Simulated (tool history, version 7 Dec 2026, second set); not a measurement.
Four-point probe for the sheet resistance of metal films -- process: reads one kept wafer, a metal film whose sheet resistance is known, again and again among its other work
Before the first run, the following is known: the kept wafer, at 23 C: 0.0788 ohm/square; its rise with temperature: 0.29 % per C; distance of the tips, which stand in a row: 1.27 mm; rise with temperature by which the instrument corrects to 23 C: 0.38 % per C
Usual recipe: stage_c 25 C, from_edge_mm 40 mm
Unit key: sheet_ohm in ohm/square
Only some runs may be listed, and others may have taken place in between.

{"run": 1, "hour": 0.0, "stage_c": 25, "from_edge_mm": 40, "sheet_ohm": 0.078567}
{"run": 2, "hour": 24.2, "stage_c": 25, "from_edge_mm": 40, "sheet_ohm": 0.078545}
{"run": 3, "hour": 53.9, "stage_c": 25, "from_edge_mm": 40, "sheet_ohm": 0.078525}
{"run": 4, "hour": 92.5, "stage_c": 25, "from_edge_mm": 40, "sheet_ohm": 0.078555}
{"run": 5, "hour": 117.3, "stage_c": 25, "from_edge_mm": 40, "sheet_ohm": 0.07855}
{"run": 6, "hour": 136.2, "stage_c": 25, "from_edge_mm": 40, "sheet_ohm": 0.078555}
{"run": 7, "hour": 166.8, "stage_c": 25, "from_edge_mm": 40, "sheet_ohm": 0.078536}
{"run": 8, "hour": 205.3, "stage_c": 25, "from_edge_mm": 40, "sheet_ohm": 0.078552}
{"run": 9, "hour": 235.7, "stage_c": 25, "from_edge_mm": 40, "sheet_ohm": 0.078545}
{"run": 10, "hour": 262.9, "stage_c": 25, "from_edge_mm": 10, "sheet_ohm": 0.079224}
{"run": 11, "hour": 301.0, "stage_c": 25, "from_edge_mm": 10, "sheet_ohm": 0.079201}
{"run": 12, "hour": 330.1, "stage_c": 25, "from_edge_mm": 10, "sheet_ohm": 0.079198}
{"run": 13, "hour": 358.8, "stage_c": 25, "from_edge_mm": 10, "sheet_ohm": 0.079182}
{"run": 14, "hour": 392.9, "stage_c": 25, "from_edge_mm": 49, "sheet_ohm": 0.078565}
{"run": 15, "hour": 415.5, "stage_c": 25, "from_edge_mm": 49, "sheet_ohm": 0.078544}
{"run": 16, "hour": 435.6, "stage_c": 29, "from_edge_mm": 49, "sheet_ohm": 0.078306}
{"run": 17, "hour": 470.8, "stage_c": 25, "from_edge_mm": 40, "sheet_ohm": 0.07857}
{"run": 18, "hour": 494.3, "stage_c": 25, "from_edge_mm": 40, "sheet_ohm": 0.078583}
{"run": 19, "hour": 514.6, "stage_c": 25, "from_edge_mm": 40, "sheet_ohm": 0.078592}
{"run": 20, "hour": 556.2, "stage_c": 27, "from_edge_mm": 28, "sheet_ohm": 0.078493}
{"run": 21, "hour": 581.1, "stage_c": 26, "from_edge_mm": 25, "sheet_ohm": 0.078596}
{"run": 22, "hour": 613.6, "stage_c": 26, "from_edge_mm": 25, "sheet_ohm": 0.078553}
{"run": 23, "hour": 652.5, "stage_c": 21, "from_edge_mm": 40, "sheet_ohm": 0.07885}
{"run": 24, "hour": 679.7, "stage_c": 22, "from_edge_mm": 5, "sheet_ohm": 0.081392}
{"run": 25, "hour": 698.1, "stage_c": 25, "from_edge_mm": 8, "sheet_ohm": 0.079579}
{"run": 26, "hour": 724.3, "stage_c": 25, "from_edge_mm": 7, "sheet_ohm": 0.079931}
{"run": 27, "hour": 743.9, "stage_c": 30, "from_edge_mm": 4, "sheet_ohm": 0.082256}
{"run": 28, "hour": 773.4, "stage_c": 34, "from_edge_mm": 8, "sheet_ohm": 0.079023}
{"run": 29, "hour": 796.0, "stage_c": 25, "from_edge_mm": 5, "sheet_ohm": 0.081194}
{"run": 30, "hour": 817.5, "stage_c": 25, "from_edge_mm": 5, "sheet_ohm": 0.081186}
{"run": 31, "hour": 839.3, "stage_c": 25, "from_edge_mm": 5, "sheet_ohm": 0.081191}
{"run": 32, "hour": 876.4, "stage_c": 25, "from_edge_mm": 42, "sheet_ohm": 0.07859}
{"run": 33, "hour": 898.7, "stage_c": 28, "from_edge_mm": 38, "sheet_ohm": 0.078384}
{"run": 34, "hour": 932.2, "stage_c": 28, "from_edge_mm": 38, "sheet_ohm": 0.078412}
{"run": 35, "hour": 967.1, "stage_c": 28, "from_edge_mm": 3, "sheet_ohm": 0.085222}
{"run": 36, "hour": 1006.5, "stage_c": 22, "from_edge_mm": 29, "sheet_ohm": 0.078819}

Forecast run 37:
{"run": 37, "hour": 1044.6, "stage_c": 22, "from_edge_mm": 29, "sheet_ohm": "?"}

sheet_ohm: 0.078848 ohm/square
Minus the tool's unlogged condition, the same run would have read sheet_ohm 0.078949 ohm/square.
